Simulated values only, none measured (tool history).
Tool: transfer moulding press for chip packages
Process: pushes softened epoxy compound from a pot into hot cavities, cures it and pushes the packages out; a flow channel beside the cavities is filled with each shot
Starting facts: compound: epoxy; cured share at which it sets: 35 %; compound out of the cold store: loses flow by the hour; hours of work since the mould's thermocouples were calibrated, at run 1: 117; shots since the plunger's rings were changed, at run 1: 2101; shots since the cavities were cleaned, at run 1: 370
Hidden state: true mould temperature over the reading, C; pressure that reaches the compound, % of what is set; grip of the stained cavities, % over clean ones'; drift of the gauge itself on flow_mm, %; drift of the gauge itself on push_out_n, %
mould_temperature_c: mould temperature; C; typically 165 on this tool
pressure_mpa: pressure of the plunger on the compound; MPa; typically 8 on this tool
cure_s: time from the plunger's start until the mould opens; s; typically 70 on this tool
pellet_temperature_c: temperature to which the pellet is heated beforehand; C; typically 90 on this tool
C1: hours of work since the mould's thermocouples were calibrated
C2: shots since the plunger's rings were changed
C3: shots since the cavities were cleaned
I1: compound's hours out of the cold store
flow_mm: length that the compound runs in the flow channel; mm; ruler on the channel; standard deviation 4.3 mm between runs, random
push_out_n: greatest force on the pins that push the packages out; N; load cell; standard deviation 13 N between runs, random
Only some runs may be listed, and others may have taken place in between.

run 1 hour=0 | mould_temperature_c=165 pressure_mpa=8 cure_s=70 pellet_temperature_c=90 | C1=117 C2=2101 C3=370 | I1=37.8 | flow_mm=783 push_out_n=886
-- hour=33.2 plunger's sealing rings changed
-- hour=34.7 cavities cleaned with cleaning compound and waxed
run 2 hour=48.3 | mould_temperature_c=165 pressure_mpa=8 cure_s=70 pellet_temperature_c=85 | C1=150 C2=232 C3=232 | I1=28.6 | flow_mm=855 push_out_n=811
-- hour=88.4 cavities cleaned with cleaning compound and waxed
-- hour=136.1 cavities cleaned with cleaning compound and waxed
run 3 hour=141.8 | mould_temperature_c=165 pressure_mpa=8 cure_s=70 pellet_temperature_c=85 | C1=218 C2=1780 C3=99 | I1=23.7 | flow_mm=847 push_out_n=732
-- hour=184.4 cavities cleaned with cleaning compound and waxed
run 4 hour=184.4 | mould_temperature_c=165 pressure_mpa=8 cure_s=70 pellet_temperature_c=85 | C1=249 C2=2481 C3=0 | I1=24.3 | flow_mm=843 push_out_n=629
-- hour=193 plunger's sealing rings changed
-- hour=233.9 cavities cleaned with cleaning compound and waxed
run 5 hour=260.5 | mould_temperature_c=165 pressure_mpa=8 cure_s=103 pellet_temperature_c=90 | C1=303 C2=1126 C3=453 | I1=31.1 | flow_mm=823 push_out_n=632
-- hour=282.7 cavities cleaned with cleaning compound and waxed
run 6 hour=320.5 | mould_temperature_c=170 pressure_mpa=8 cure_s=70 pellet_temperature_c=90 | C1=347 C2=2127 C3=646 | I1=33.4 | flow_mm=793 push_out_n=781
-- hour=333.9 cavities cleaned with cleaning compound and waxed
-- hour=354.8 plunger's sealing rings changed
-- hour=385.8 cavities cleaned with cleaning compound and waxed
run 7 hour=419.7 | mould_temperature_c=165 pressure_mpa=8 cure_s=70 pellet_temperature_c=90 | C1=417 C2=1084 C3=580 | I1=18.5 | flow_mm=886 push_out_n=1000
-- hour=435.7 cavities cleaned with cleaning compound and waxed
-- hour=482.7 cavities cleaned with cleaning compound and waxed
run 8 hour=502.9 | mould_temperature_c=165 pressure_mpa=8 cure_s=70 pellet_temperature_c=83 | C1=477 C2=2454 C3=344 | I1=16.9 | flow_mm=871 push_out_n=860
-- hour=518.2 plunger's sealing rings changed
-- hour=534.9 cavities cleaned with cleaning compound and waxed
run 9 hour=555.6 | mould_temperature_c=165 pressure_mpa=8 cure_s=70 pellet_temperature_c=83 | C1=513 C2=613 C3=353 | I1=47.7 | flow_mm=759 push_out_n=822
-- hour=587.8 cavities cleaned with cleaning compound and waxed
-- hour=642.9 cavities cleaned with cleaning compound and waxed
run 10 hour=652.3 | mould_temperature_c=166 pressure_mpa=8 cure_s=70 pellet_temperature_c=90 | C1=584 C2=2214 C3=160 | I1=30.6 | flow_mm=800 push_out_n=677
-- hour=679.8 plunger's sealing rings changed
-- hour=693.9 cavities cleaned with cleaning compound and waxed
-- hour=740.6 cavities cleaned with cleaning compound and waxed
run 11 hour=749.6 | mould_temperature_c=165 pressure_mpa=8 cure_s=70 pellet_temperature_c=90 | C1=652 C2=1143 C3=155 | I1=41.8 | flow_mm=770 push_out_n=715
-- hour=792.6 cavities cleaned with cleaning compound and waxed
run 12 hour=822.3 | mould_temperature_c=165 pressure_mpa=8 cure_s=70 pellet_temperature_c=90 | C1=706 C2=2359 C3=507 | I1=37.8 | flow_mm=769 push_out_n=886
-- hour=840.2 plunger's sealing rings changed
-- hour=841.7 cavities cleaned with cleaning compound and waxed
-- hour=863.4 mould's thermocouples calibrated
-- hour=895.1 cavities cleaned with cleaning compound and waxed
run 13 hour=895.1 | mould_temperature_c=169 pressure_mpa=8 cure_s=70 pellet_temperature_c=91 | C1=23 C2=853 C3=0 | I1=11.2 | flow_mm=919 push_out_n=495
-- hour=946 cavities cleaned with cleaning compound and waxed
run 14 hour=946 | mould_temperature_c=158 pressure_mpa=8 cure_s=70 pellet_temperature_c=90 | C1=60 C2=1698 C3=1 | I1=47.7 | flow_mm=765 push_out_n=1008
-- hour=994.8 cavities cleaned with cleaning compound and waxed
-- hour=1003.5 plunger's sealing rings changed
run 15 hour=1024.9 | mould_temperature_c=162 pressure_mpa=6.68 cure_s=62 pellet_temperature_c=96 | C1=116 C2=365 C3=472 | I1=8.2 | flow_mm=872 push_out_n=1798
-- hour=1049.9 cavities cleaned with cleaning compound and waxed
-- hour=1100.7 cavities cleaned with cleaning compound and waxed
run 16 hour=1121.4 | mould_temperature_c=162 pressure_mpa=6.68 cure_s=62 pellet_temperature_c=96 | C1=186 C2=1962 C3=353 | I1=12.6 | flow_mm=823 push_out_n=1604
-- hour=1151.3 cavities cleaned with cleaning compound and waxed
-- hour=1166.8 plunger's sealing rings changed
-- hour=1200.9 cavities cleaned with cleaning compound and waxed
run 17 hour=1212 | mould_temperature_c=162 pressure_mpa=6.68 cure_s=62 pellet_temperature_c=96 | C1=249 C2=747 C3=189 | I1=8.3 | flow_mm=865 push_out_n=1390
-- hour=1252.1 cavities cleaned with cleaning compound and waxed
run 18 hour=1296.4 | mould_temperature_c=161 pressure_mpa=8 cure_s=70 pellet_temperature_c=90 | C1=311 C2=2164 C3=756 | I1=26.6 | flow_mm=844 push_out_n=1439
-- hour=1302.9 cavities cleaned with cleaning compound and waxed
-- hour=1325.2 plunger's sealing rings changed
-- hour=1355 cavities cleaned with cleaning compound and waxed
run 19 hour=1379.4 | mould_temperature_c=161 pressure_mpa=8 cure_s=70 pellet_temperature_c=90 | C1=369 C2=901 C3=416 | I1=46.8 | flow_mm=765 push_out_n=1096
-- hour=1403.2 cavities cleaned with cleaning compound and waxed
-- hour=1452.8 cavities cleaned with cleaning compound and waxed
run 20 hour=1461.3 | mould_temperature_c=168 pressure_mpa=8.24 cure_s=68 pellet_temperature_c=90 | C1=429 C2=2250 C3=147 | I1=24.1 | flow_mm=840 push_out_n=660
-- hour=1484 plunger's sealing rings changed
-- hour=1505.4 cavities cleaned with cleaning compound and waxed
-- hour=1555.2 cavities cleaned with cleaning compound and waxed
run 21 hour=1559.7 | mould_temperature_c=161 pressure_mpa=9.41 cure_s=72 pellet_temperature_c=90 | C1=498 C2=1241 C3=76 | I1=24.8 | flow_mm=933 push_out_n=838
-- hour=1605.1 cavities cleaned with cleaning compound and waxed
-- hour=1643.5 plunger's sealing rings changed
-- hour=1654.4 cavities cleaned with cleaning compound and waxed
run 22 hour=1654.4 | mould_temperature_c=173 pressure_mpa=9.9 cure_s=70 pellet_temperature_c=91 | C1=565 C2=162 C3=0 | I1=14.9 | flow_mm=981 push_out_n=449
-- hour=1707.8 cavities cleaned with cleaning compound and waxed
run 23 hour=1745.2 | mould_temperature_c=173 pressure_mpa=9.9 cure_s=70 pellet_temperature_c=91 | C1=632 C2=1689 C3=640 | I1=40.6 | flow_mm=824 push_out_n=753
-- hour=1755 cavities cleaned with cleaning compound and waxed
-- hour=1808.6 plunger's sealing rings changed
-- hour=1810.1 cavities cleaned with cleaning compound and waxed
run 24 hour=1833.4 | mould_temperature_c=170 pressure_mpa=6.83 cure_s=98 pellet_temperature_c=89 | C1=694 C2=398 C3=398 | I1=24.2 | flow_mm=781 push_out_n=624

Predict each of these 4 candidate next runs independently; none follows another, all start after run 24:
-- hour=1859.8 cavities cleaned with cleaning compound and waxed
run A hour=1878.8 | mould_temperature_c=168 pressure_mpa=6.83 cure_s=58 pellet_temperature_c=86 | C1=727 C2=1148 C3=326 | I1=33.8 | flow_mm=? push_out_n=?
-- hour=1859.8 cavities cleaned with cleaning compound and waxed
run B hour=1878.8 | mould_temperature_c=170 pressure_mpa=6.83 cure_s=68 pellet_temperature_c=88 | C1=727 C2=1148 C3=326 | I1=36.6 | flow_mm=? push_out_n=?
-- hour=1859.8 cavities cleaned with cleaning compound and waxed
run C hour=1878.8 | mould_temperature_c=172 pressure_mpa=8.01 cure_s=98 pellet_temperature_c=93 | C1=727 C2=1148 C3=326 | I1=45.9 | flow_mm=? push_out_n=?
-- hour=1859.8 cavities cleaned with cleaning compound and waxed
run D hour=1878.8 | mould_temperature_c=165 pressure_mpa=6.83 cure_s=83 pellet_temperature_c=81 | C1=727 C2=1148 C3=326 | I1=11.7 | flow_mm=? push_out_n=?

run=A flow_mm=737 push_out_n=992
run=B flow_mm=723 push_out_n=658
run=C flow_mm=740 push_out_n=592
run=D flow_mm=844 push_out_n=673
With no hidden state in the tool, these same runs would have given:
run=A flow_mm=751 push_out_n=811
run=B flow_mm=737 push_out_n=496
run=C flow_mm=755 push_out_n=412
run=D flow_mm=862 push_out_n=513

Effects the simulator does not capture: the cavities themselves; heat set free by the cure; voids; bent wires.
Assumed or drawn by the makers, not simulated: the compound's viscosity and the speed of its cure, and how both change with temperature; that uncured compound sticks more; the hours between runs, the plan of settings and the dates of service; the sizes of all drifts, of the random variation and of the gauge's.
